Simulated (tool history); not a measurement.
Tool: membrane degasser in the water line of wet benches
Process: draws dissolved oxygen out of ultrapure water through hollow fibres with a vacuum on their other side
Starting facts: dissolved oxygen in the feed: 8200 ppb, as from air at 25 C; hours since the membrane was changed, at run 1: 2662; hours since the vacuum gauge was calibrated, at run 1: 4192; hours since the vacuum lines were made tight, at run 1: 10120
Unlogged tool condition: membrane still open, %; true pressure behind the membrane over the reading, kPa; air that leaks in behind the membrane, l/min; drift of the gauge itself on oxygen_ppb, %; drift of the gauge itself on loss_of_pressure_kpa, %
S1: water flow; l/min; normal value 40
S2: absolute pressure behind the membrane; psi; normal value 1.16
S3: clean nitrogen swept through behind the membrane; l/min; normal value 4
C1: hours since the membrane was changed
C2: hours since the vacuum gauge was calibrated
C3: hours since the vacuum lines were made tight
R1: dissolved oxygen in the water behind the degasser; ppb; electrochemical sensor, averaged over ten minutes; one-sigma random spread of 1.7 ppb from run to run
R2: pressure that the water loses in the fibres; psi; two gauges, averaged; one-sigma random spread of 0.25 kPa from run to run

| run | hour | S1 | S2 | S3 | C1 | C2 | C3 | R1 | R2 |
|---|---|---|---|---|---|---|---|---|---|
| 1 | 0 | 40 | 1.16 | 4 | 2662 | 4192 | 10120 | 162.5 | 9.694 |
| 2 | 149.1 | 40 | 1.16 | 4 | 2811 | 4341 | 10269 | 167.1 | 9.725 |
| 3 | 328.1 | 40 | 1.16 | 4 | 2990 | 4520 | 10448 | 164.6 | 9.628 |
| 4 | 434 | 40 | 1.16 | 4 | 3096 | 4626 | 10554 | 164.7 | 9.66 |
| 5 | 528.4 | 40 | 1.16 | 4 | 3190 | 4720 | 10648 | 164.1 | 9.652 |
| 6 | 734.2 | 40 | 1.16 | 4 | 3396 | 4926 | 10854 | 163.9 | 9.619 |
| 7 | 904.7 | 40 | 1.823 | 4 | 3566 | 5096 | 11025 | 267.7 | 9.636 |
|  | 960.7 | seals of the vacuum lines changed |
| 8 | 1117.3 | 47 | 1.16 | 4 | 3777 | 5307 | 157 | 230 | 11.206 |
| 9 | 1227 | 47 | 1.16 | 4 | 3887 | 5417 | 266 | 228.2 | 11.355 |
| 10 | 1421.6 | 28 | 1.066 | 5.83 | 4081 | 5611 | 461 | 57.3 | 6.702 |
| 11 | 1536.1 | 37 | 1.314 | 5.71 | 4196 | 5726 | 575 | 127.5 | 8.872 |
| 12 | 1732.3 | 37 | 1.314 | 5.71 | 4392 | 5922 | 772 | 128.9 | 8.884 |
| 13 | 1922.9 | 37 | 1.314 | 5.71 | 4582 | 6113 | 962 | 126.8 | 8.91 |
| 14 | 2142.3 | 38 | 1.727 | 8.83 | 4802 | 6332 | 1182 | 134.3 | 9.113 |
| 15 | 2244.8 | 38 | 1.977 | 5.91 | 4904 | 6435 | 1284 | 196.8 | 9.02 |
| 16 | 2437.9 | 54 | 0.892 | 9.31 | 5098 | 6628 | 1477 | 213.4 | 12.862 |
| 17 | 2559.1 | 54 | 0.892 | 9.31 | 5219 | 6749 | 1598 | 210.2 | 12.89 |

For some of the steps in R2 from one run to the next: how much would appear even if the tool had no hidden state, given the settings, what came in and random variation, and how much remains for the hidden state plus any gauge scatter that the measured result and the result without hidden state don't share?
Run 9 -> 10: S1 47 -> 28, S2 1.16 -> 1.066, S3 4 -> 5.83. R2 -4.653 psi: hidden state +0.023, all else -4.676.
Run 15 -> 16: S1 38 -> 54, S2 1.977 -> 0.892, S3 5.91 -> 9.31. R2 +3.842 psi: hidden state -0.064, all else +3.906.
